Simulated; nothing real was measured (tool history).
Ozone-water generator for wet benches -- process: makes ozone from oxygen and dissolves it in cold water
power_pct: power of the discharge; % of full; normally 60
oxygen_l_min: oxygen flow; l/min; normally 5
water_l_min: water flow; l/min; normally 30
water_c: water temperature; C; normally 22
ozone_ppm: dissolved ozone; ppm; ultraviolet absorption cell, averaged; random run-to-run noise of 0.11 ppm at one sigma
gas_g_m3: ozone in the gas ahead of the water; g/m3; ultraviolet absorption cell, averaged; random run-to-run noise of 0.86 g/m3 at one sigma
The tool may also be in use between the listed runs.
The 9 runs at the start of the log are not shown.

run 10 day=32.962 | power_pct=60 oxygen_l_min=5 water_l_min=19 water_c=22 | ozone_ppm=12 gas_g_m3=133.4
run 11 day=37.483 | power_pct=60 oxygen_l_min=5 water_l_min=19 water_c=22 | ozone_ppm=11.7 gas_g_m3=134.8
run 12 day=40.4 | power_pct=60 oxygen_l_min=5 water_l_min=19 water_c=22 | ozone_ppm=12.1 gas_g_m3=133.4
-- day=40.883 water thermometer calibrated
run 13 day=42.821 | power_pct=60 oxygen_l_min=5 water_l_min=19 water_c=22 | ozone_ppm=11.7 gas_g_m3=134.2
run 14 day=47.058 | power_pct=60 oxygen_l_min=5 water_l_min=19 water_c=22 | ozone_ppm=11.6 gas_g_m3=132.9
run 15 day=50.225 | power_pct=52 oxygen_l_min=5 water_l_min=30 water_c=22 | ozone_ppm=7 gas_g_m3=122.7
run 16 day=54.896 | power_pct=52 oxygen_l_min=5 water_l_min=30 water_c=22 | ozone_ppm=7 gas_g_m3=121.8
run 17 day=58.738 | power_pct=52 oxygen_l_min=5 water_l_min=30 water_c=22 | ozone_ppm=7 gas_g_m3=121.5
run 18 day=61.638 | power_pct=52 oxygen_l_min=5 water_l_min=30 water_c=22 | ozone_ppm=7.1 gas_g_m3=122.4
run 19 day=66.3 | power_pct=52 oxygen_l_min=2.59 water_l_min=20 water_c=22 | ozone_ppm=9.5 gas_g_m3=169.4
run 20 day=68.946 | power_pct=49 oxygen_l_min=5 water_l_min=19 water_c=26 | ozone_ppm=9.7 gas_g_m3=118.3
run 21 day=72.858 | power_pct=49 oxygen_l_min=5 water_l_min=19 water_c=26 | ozone_ppm=9.5 gas_g_m3=116.7
-- day=74.038 water thermometer calibrated, once more
run 22 day=77.117 | power_pct=49 oxygen_l_min=5 water_l_min=19 water_c=26 | ozone_ppm=9.6 gas_g_m3=116.5
run 23 day=81.075 | power_pct=49 oxygen_l_min=5 water_l_min=19 water_c=26 | ozone_ppm=9.6 gas_g_m3=115.4
-- day=82.871 contactor cleaned
run 24 day=83.767 | power_pct=99 oxygen_l_min=5 water_l_min=22 water_c=26 | ozone_ppm=13.9 gas_g_m3=178.4
run 25 day=87.029 | power_pct=99 oxygen_l_min=5 water_l_min=22 water_c=26 | ozone_ppm=13.8 gas_g_m3=178.3
run 26 day=91.562 | power_pct=66 oxygen_l_min=5 water_l_min=22 water_c=26 | ozone_ppm=10.9 gas_g_m3=138.7
run 27 day=95.358 | power_pct=66 oxygen_l_min=2.59 water_l_min=26 water_c=26 | ozone_ppm=8.7 gas_g_m3=192.9
run 28 day=99.012 | power_pct=78 oxygen_l_min=6.11 water_l_min=30 water_c=29 | ozone_ppm=8.8 gas_g_m3=138.6
run 29 day=104.017 | power_pct=57 oxygen_l_min=6.11 water_l_min=30 water_c=26 | ozone_ppm=7.7 gas_g_m3=114
run 30 day=107.167 | power_pct=57 oxygen_l_min=6.11 water_l_min=30 water_c=26 | ozone_ppm=7.5 gas_g_m3=115.1
run 31 day=112.017 | power_pct=57 oxygen_l_min=6.11 water_l_min=30 water_c=26 | ozone_ppm=7.5 gas_g_m3=114.7
run 32 day=117.188 | power_pct=57 oxygen_l_min=6.11 water_l_min=30 water_c=26 | ozone_ppm=7.6 gas_g_m3=115.7
run 33 day=119.779 | power_pct=54 oxygen_l_min=6.11 water_l_min=37 water_c=26 | ozone_ppm=6 gas_g_m3=110.3

Here are 4 independent what-if runs from the current tool condition. What would each one return?
run A day=124.046 | power_pct=54 oxygen_l_min=3.08 water_l_min=37 water_c=26 | ozone_ppm=? gas_g_m3=?
run B day=124.046 | power_pct=40 oxygen_l_min=5 water_l_min=26 water_c=22 | ozone_ppm=? gas_g_m3=?
run C day=124.046 | power_pct=57 oxygen_l_min=6.11 water_l_min=37 water_c=26 | ozone_ppm=? gas_g_m3=?
run D day=124.046 | power_pct=54 oxygen_l_min=6.11 water_l_min=47 water_c=26 | ozone_ppm=? gas_g_m3=?

run=A ozone_ppm=5.3 gas_g_m3=155.4
run=B ozone_ppm=7.1 gas_g_m3=101.9
run=C ozone_ppm=6.1 gas_g_m3=115.3
run=D ozone_ppm=4.8 gas_g_m3=110.6
With no hidden state in the tool, these same runs would have given:
run=A ozone_ppm=5.8 gas_g_m3=167.8
run=B ozone_ppm=7.7 gas_g_m3=108.1
run=C ozone_ppm=6.8 gas_g_m3=124.9
run=D ozone_ppm=5.3 gas_g_m3=119.3
